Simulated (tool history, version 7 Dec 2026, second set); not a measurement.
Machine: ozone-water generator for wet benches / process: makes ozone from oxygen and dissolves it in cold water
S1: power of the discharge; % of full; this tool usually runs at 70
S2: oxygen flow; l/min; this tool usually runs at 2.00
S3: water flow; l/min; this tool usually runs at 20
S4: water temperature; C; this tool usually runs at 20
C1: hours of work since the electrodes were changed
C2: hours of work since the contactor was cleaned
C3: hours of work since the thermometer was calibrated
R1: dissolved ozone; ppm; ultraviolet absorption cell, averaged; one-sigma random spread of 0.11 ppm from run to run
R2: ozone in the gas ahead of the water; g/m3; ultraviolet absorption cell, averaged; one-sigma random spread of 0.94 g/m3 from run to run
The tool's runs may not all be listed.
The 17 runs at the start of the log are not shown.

run     day  S1    S2  S3  S4    C1    C2    C3    R1     R2
 18  38.921  92  2.00  20  16  2295  5847  5071  10.3  189.6
 19  40.812  92  2.00  20  16  2330  5882  5106  10.5  190.6
 20  42.946  92  2.02  22  15  2369  5921  5145   9.6  188.1
 21  45.112  70  2.04  20  20  2409  5960  5185   8.4  157.5
 22  48.079  70  2.71  20  18  2463  6015  5239   9.6  143.1
 23  49.517  70  2.12  26  18  2489  6041  5265   7.0  156.8
 24  51.350  70  2.21  20  16  2523  6075  5299   9.0  154.9
 25  54.079  70  1.55  27  27  2573  6125  5349   5.5  174.1
 26  56.662  89  2.00  22  27  2620  6172  5396   8.5  186.4
 27  58.933  80  2.00  20  20  2661  6213  5437   9.3  175.0
 28  61.917  46  2.55  24  20  2716  6268  5492   6.0  112.8
 29  63.312  72  1.69  14  16  2742  6293  5517  11.6  172.0
 30  64.833  70  1.57  14  16  2769  6321  5545  11.0  174.3
 31  67.246  70  1.57  14  16  2814  6365  5589  10.9  173.8
     68.388  -- water thermometer calibrated
 32  69.912  91  2.16  26  16  2862  6414    28   8.3  185.1

3 options for the next run, each taken on its own from the tool as it stands now. Forecast them:
  A  71.267  66  1.27  18  20  2887  6439  53   ?   ?
  B  71.267  91  2.48  26  22  2887  6439  53   ?   ?
  C  71.267  71  1.91  29  20  2887  6439  53   ?   ?

run   R1     R2
  A  7.3  179.9
  B  8.4  175.6
  C  5.9  164.3
Without the tool's unlogged condition, the same runs would have read:
run   R1     R2
  A  7.3  180.0
  B  8.4  175.7
  C  5.9  164.4

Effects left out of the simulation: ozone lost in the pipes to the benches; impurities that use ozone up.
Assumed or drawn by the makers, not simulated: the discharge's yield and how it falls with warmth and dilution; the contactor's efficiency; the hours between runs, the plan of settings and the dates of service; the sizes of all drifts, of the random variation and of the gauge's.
